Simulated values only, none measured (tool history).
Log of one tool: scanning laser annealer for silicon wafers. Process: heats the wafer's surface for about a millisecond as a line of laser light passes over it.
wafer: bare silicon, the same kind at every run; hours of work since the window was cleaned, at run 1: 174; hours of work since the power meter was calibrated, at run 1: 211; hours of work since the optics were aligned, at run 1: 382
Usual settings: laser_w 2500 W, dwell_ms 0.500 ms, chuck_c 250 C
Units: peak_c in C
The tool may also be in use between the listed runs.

run	hour	laser_w	dwell_ms	chuck_c	hours of work since the window was cleaned	hours of work since the power meter was calibrated	hours of work since the optics were aligned	peak_c
1	0.0	2500	0.500	250	174	211	382	1013
2	17.3	2500	0.500	250	183	220	391	1016
3	36.9	2500	0.500	250	193	231	402	1015
4	57.9	2500	0.500	250	204	242	413	1016
5	76.6	2500	0.500	221	214	252	423	987
6	90.3	2500	0.500	250	222	259	430	1014
7	105.8	2500	0.500	250	230	267	438	1016
8	116.9	2500	0.500	250	236	273	444	1014
9	127.4	2500	0.500	250	241	278	450	1012
10	136.8	2500	0.500	250	246	283	455	1020
11	148.2	2245	0.500	235	252	290	461	913
12	160.6	2366	0.381	262	259	296	467	890
13	179.3	2366	0.381	262	269	306	477	890
14	192.9	2500	0.500	263	276	313	484	1025
15	211.2	2500	0.500	263	286	323	494	1028
16	222.3	2500	0.500	224	292	329	500	988
17	237.0	2500	0.500	224	299	337	508	985
18	250.9	2567	0.500	222	307	344	515	1010
19	264.2	2567	0.500	222	314	351	522	1008

Forecast each of these 4 alternatives for the next run:
A	283.4	2662	0.453	243	324	361	532	?
B	283.4	2696	0.354	282	324	361	532	?
C	283.4	2567	0.500	246	324	361	532	?
D	283.4	2322	0.542	234	324	361	532	?

run	peak_c
A	1019
B	984
C	1033
D	965
Without the tool's hidden state the same runs would have given:
run	peak_c
A	1020
B	985
C	1034
D	966
